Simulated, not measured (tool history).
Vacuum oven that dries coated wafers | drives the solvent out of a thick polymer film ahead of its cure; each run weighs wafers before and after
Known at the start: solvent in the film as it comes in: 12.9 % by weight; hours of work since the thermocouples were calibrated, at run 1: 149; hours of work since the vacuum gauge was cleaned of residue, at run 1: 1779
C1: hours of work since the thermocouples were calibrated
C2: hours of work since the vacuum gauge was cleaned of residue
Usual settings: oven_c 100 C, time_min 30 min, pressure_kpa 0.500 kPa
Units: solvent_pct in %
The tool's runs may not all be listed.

{"run": 1, "hour": 0.0, "oven_c": 100, "time_min": 30, "pressure_kpa": 0.5, "C1": 149, "C2": 1779, "solvent_pct": 1.67}
{"run": 2, "hour": 47.2, "oven_c": 111, "time_min": 30, "pressure_kpa": 0.5, "C1": 174, "C2": 1805, "solvent_pct": 0.43}
{"run": 3, "hour": 128.4, "oven_c": 100, "time_min": 30, "pressure_kpa": 0.5, "C1": 218, "C2": 1849, "solvent_pct": 1.6}
{"run": 4, "hour": 214.1, "oven_c": 100, "time_min": 30, "pressure_kpa": 0.5, "C1": 265, "C2": 1896, "solvent_pct": 1.7}
{"run": 5, "hour": 260.8, "oven_c": 100, "time_min": 30, "pressure_kpa": 0.5, "C1": 291, "C2": 1921, "solvent_pct": 1.65}
{"run": 6, "hour": 334.7, "oven_c": 100, "time_min": 30, "pressure_kpa": 0.336, "C1": 331, "C2": 1961, "solvent_pct": 1.59}
{"run": 7, "hour": 410.7, "oven_c": 100, "time_min": 30, "pressure_kpa": 0.5, "C1": 372, "C2": 2003, "solvent_pct": 1.7}
{"run": 8, "hour": 487.1, "oven_c": 100, "time_min": 30, "pressure_kpa": 0.531, "C1": 414, "C2": 2044, "solvent_pct": 1.68}
{"run": 9, "hour": 564.6, "oven_c": 100, "time_min": 52, "pressure_kpa": 0.5, "C1": 456, "C2": 2086, "solvent_pct": 0.77}
{"run": 10, "hour": 607.5, "oven_c": 100, "time_min": 52, "pressure_kpa": 0.5, "C1": 479, "C2": 2110, "solvent_pct": 0.71}
{"run": 11, "hour": 642.4, "oven_c": 100, "time_min": 52, "pressure_kpa": 0.5, "C1": 498, "C2": 2129, "solvent_pct": 0.85}
{"run": 12, "hour": 682.0, "oven_c": 100, "time_min": 22, "pressure_kpa": 0.5, "C1": 520, "C2": 2150, "solvent_pct": 2.54}
{"run": 13, "hour": 734.2, "oven_c": 100, "time_min": 22, "pressure_kpa": 0.5, "C1": 548, "C2": 2179, "solvent_pct": 2.48}
{"run": 14, "hour": 783.8, "oven_c": 113, "time_min": 22, "pressure_kpa": 0.5, "C1": 575, "C2": 2206, "solvent_pct": 0.6}
{"run": 15, "hour": 833.7, "oven_c": 100, "time_min": 30, "pressure_kpa": 0.5, "C1": 602, "C2": 2233, "solvent_pct": 1.62}
{"run": 16, "hour": 914.6, "oven_c": 100, "time_min": 30, "pressure_kpa": 0.28, "C1": 646, "C2": 2277, "solvent_pct": 1.59}
{"run": 17, "hour": 985.4, "oven_c": 100, "time_min": 30, "pressure_kpa": 0.28, "C1": 685, "C2": 2315, "solvent_pct": 1.55}
{"run": 18, "hour": 1023.9, "oven_c": 100, "time_min": 20, "pressure_kpa": 0.5, "C1": 706, "C2": 2336, "solvent_pct": 2.8}
{"hour": 1050.6, "done": "vacuum gauge cleaned of residue and calibrated"}
{"run": 19, "hour": 1076.0, "oven_c": 100, "time_min": 20, "pressure_kpa": 0.5, "C1": 733, "C2": 14, "solvent_pct": 2.38}
{"run": 20, "hour": 1126.3, "oven_c": 100, "time_min": 20, "pressure_kpa": 0.5, "C1": 761, "C2": 41, "solvent_pct": 2.43}
{"run": 21, "hour": 1200.8, "oven_c": 90, "time_min": 30, "pressure_kpa": 0.5, "C1": 801, "C2": 82, "solvent_pct": 3.68}
{"run": 22, "hour": 1268.1, "oven_c": 90, "time_min": 30, "pressure_kpa": 0.5, "C1": 838, "C2": 118, "solvent_pct": 3.64}
{"run": 23, "hour": 1315.7, "oven_c": 90, "time_min": 30, "pressure_kpa": 0.5, "C1": 864, "C2": 144, "solvent_pct": 3.7}
{"hour": 1325.1, "done": "oven's thermocouples calibrated"}
{"run": 24, "hour": 1399.5, "oven_c": 90, "time_min": 30, "pressure_kpa": 0.5, "C1": 40, "C2": 189, "solvent_pct": 3.72}
{"run": 25, "hour": 1457.1, "oven_c": 101, "time_min": 49, "pressure_kpa": 0.976, "C1": 72, "C2": 220, "solvent_pct": 0.65}
{"run": 26, "hour": 1527.9, "oven_c": 86, "time_min": 25, "pressure_kpa": 0.568, "C1": 110, "C2": 259, "solvent_pct": 5.48}
{"run": 27, "hour": 1599.0, "oven_c": 109, "time_min": 20, "pressure_kpa": 0.568, "C1": 149, "C2": 297, "solvent_pct": 0.8}
{"run": 28, "hour": 1673.5, "oven_c": 100, "time_min": 30, "pressure_kpa": 1.036, "C1": 190, "C2": 338, "solvent_pct": 1.42}
{"run": 29, "hour": 1719.9, "oven_c": 100, "time_min": 25, "pressure_kpa": 0.527, "C1": 215, "C2": 363, "solvent_pct": 1.69}
{"run": 30, "hour": 1762.8, "oven_c": 114, "time_min": 30, "pressure_kpa": 0.268, "C1": 238, "C2": 386, "solvent_pct": 0.09}
{"hour": 1808.8, "done": "oven's thermocouples calibrated, once more"}
{"run": 31, "hour": 1832.0, "oven_c": 100, "time_min": 30, "pressure_kpa": 0.956, "C1": 13, "C2": 423, "solvent_pct": 1.52}
{"run": 32, "hour": 1880.1, "oven_c": 113, "time_min": 35, "pressure_kpa": 1.705, "C1": 39, "C2": 449, "solvent_pct": 0.47}
{"run": 33, "hour": 1935.5, "oven_c": 113, "time_min": 35, "pressure_kpa": 1.705, "C1": 69, "C2": 479, "solvent_pct": 0.47}
{"run": 34, "hour": 2012.9, "oven_c": 113, "time_min": 35, "pressure_kpa": 1.705, "C1": 111, "C2": 521, "solvent_pct": 0.44}
{"run": 35, "hour": 2063.0, "oven_c": 96, "time_min": 47, "pressure_kpa": 0.386, "C1": 138, "C2": 549, "solvent_pct": 1.0}
{"run": 36, "hour": 2147.8, "oven_c": 100, "time_min": 52, "pressure_kpa": 0.5, "C1": 184, "C2": 595, "solvent_pct": 0.46}
{"run": 37, "hour": 2228.1, "oven_c": 99, "time_min": 30, "pressure_kpa": 0.44, "C1": 228, "C2": 639, "solvent_pct": 1.5}
{"run": 38, "hour": 2300.2, "oven_c": 108, "time_min": 17, "pressure_kpa": 0.661, "C1": 267, "C2": 678, "solvent_pct": 1.4}
{"run": 39, "hour": 2340.3, "oven_c": 100, "time_min": 20, "pressure_kpa": 0.5, "C1": 289, "C2": 700, "solvent_pct": 2.56}
{"run": 40, "hour": 2413.7, "oven_c": 89, "time_min": 54, "pressure_kpa": 0.5, "C1": 329, "C2": 740, "solvent_pct": 2.07}
{"run": 41, "hour": 2466.4, "oven_c": 93, "time_min": 30, "pressure_kpa": 0.419, "C1": 358, "C2": 768, "solvent_pct": 3.01}
{"run": 42, "hour": 2505.3, "oven_c": 93, "time_min": 30, "pressure_kpa": 0.419, "C1": 379, "C2": 789, "solvent_pct": 2.95}
{"run": 43, "hour": 2565.4, "oven_c": 93, "time_min": 30, "pressure_kpa": 0.419, "C1": 412, "C2": 822, "solvent_pct": 2.91}
{"run": 44, "hour": 2605.7, "oven_c": 93, "time_min": 30, "pressure_kpa": 0.419, "C1": 434, "C2": 844, "solvent_pct": 2.96}
{"run": 45, "hour": 2670.1, "oven_c": 93, "time_min": 19, "pressure_kpa": 0.762, "C1": 469, "C2": 879, "solvent_pct": 4.64}
{"run": 46, "hour": 2708.6, "oven_c": 93, "time_min": 19, "pressure_kpa": 0.634, "C1": 490, "C2": 900, "solvent_pct": 4.6}
{"run": 47, "hour": 2771.2, "oven_c": 93, "time_min": 19, "pressure_kpa": 0.634, "C1": 524, "C2": 934, "solvent_pct": 4.63}
{"run": 48, "hour": 2819.2, "oven_c": 93, "time_min": 19, "pressure_kpa": 0.634, "C1": 550, "C2": 960, "solvent_pct": 4.72}

Measured less the same run without the tool's hidden state. The same run-to-run variation is in both; the gauge's scatter may not be:
The hidden state here: true wafer temperature over the reading, C; true pressure over the reading, kPa; drift of the gauge itself on solvent_pct, %.
run=1 solvent_pct=+0.33
run=2 solvent_pct=+0.24
run=3 solvent_pct=+0.33
run=4 solvent_pct=+0.33
run=5 solvent_pct=+0.33
run=6 solvent_pct=+0.33
run=7 solvent_pct=+0.33
run=8 solvent_pct=+0.32
run=9 solvent_pct=+0.37
run=10 solvent_pct=+0.36
run=11 solvent_pct=+0.38
run=12 solvent_pct=+0.28
run=13 solvent_pct=+0.28
run=14 solvent_pct=+0.25
run=15 solvent_pct=+0.32
run=16 solvent_pct=+0.32
run=17 solvent_pct=+0.32
run=18 solvent_pct=+0.24
run=19 solvent_pct=-0.12
run=20 solvent_pct=-0.12
run=21 solvent_pct=-0.15
run=22 solvent_pct=-0.15
run=23 solvent_pct=-0.15
run=24 solvent_pct=-0.21
run=25 solvent_pct=-0.02
run=26 solvent_pct=-0.20
run=27 solvent_pct=-0.08
run=28 solvent_pct=-0.13
run=29 solvent_pct=-0.16
run=30 solvent_pct=+0.02
run=31 solvent_pct=+0.05
run=32 solvent_pct=+0.05
run=33 solvent_pct=+0.05
run=34 solvent_pct=+0.05
run=35 solvent_pct=+0.07
run=36 solvent_pct=+0.08
run=37 solvent_pct=+0.04
run=38 solvent_pct=+0.02
run=39 solvent_pct=+0.00
run=40 solvent_pct=+0.07
run=41 solvent_pct=+0.01
run=42 solvent_pct=+0.01
run=43 solvent_pct=+0.01
run=44 solvent_pct=+0.01
run=45 solvent_pct=-0.03
run=46 solvent_pct=-0.04
run=47 solvent_pct=-0.05
run=48 solvent_pct=-0.05
